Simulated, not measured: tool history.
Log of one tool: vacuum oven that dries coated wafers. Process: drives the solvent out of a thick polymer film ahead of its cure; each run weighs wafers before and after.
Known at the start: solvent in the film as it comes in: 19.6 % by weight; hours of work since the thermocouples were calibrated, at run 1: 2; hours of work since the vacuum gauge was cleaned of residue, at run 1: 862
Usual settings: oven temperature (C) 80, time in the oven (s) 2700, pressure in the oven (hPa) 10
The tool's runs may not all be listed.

run,hour,oven temperature (C),time in the oven (s),pressure in the oven (hPa),hours of work since the thermocouples were calibrated,hours of work since the vacuum gauge was cleaned of residue,solvent left in the film (%)
1,0,80,2700,10,2,862,1.67
2,25.8,77,2700,10,19,879,2.28
3,86.5,76,2700,10,60,920,2.52
4,136.1,80,2700,10,93,953,1.66
5,186.4,80,2700,18.2,126,986,2.21
6,213.1,80,2700,10,144,1004,1.68
7,258.7,80,2700,10,175,1034,1.67
8,286,80,2700,10,193,1053,1.68
9,312.5,80,2700,10,211,1070,1.68
10,349.1,80,2700,10,235,1095,1.67
11,409.1,94,2700,10,275,1135,0.45
12,457.4,80,2700,10,307,1167,1.67
13,513.8,80,2700,10,345,1204,1.68
14,559.3,70,2700,10,375,1235,4.33
15,597.2,70,2580,13.2,400,1260,4.84

Run 16 comes next. What will it give?
16,655,70,2580,13.2,439,1298,?

{"run 16": {"solvent left in the film (%)": 4.83}}
Without the tool's hidden state the same run would have given solvent left in the film (%) 4.82.

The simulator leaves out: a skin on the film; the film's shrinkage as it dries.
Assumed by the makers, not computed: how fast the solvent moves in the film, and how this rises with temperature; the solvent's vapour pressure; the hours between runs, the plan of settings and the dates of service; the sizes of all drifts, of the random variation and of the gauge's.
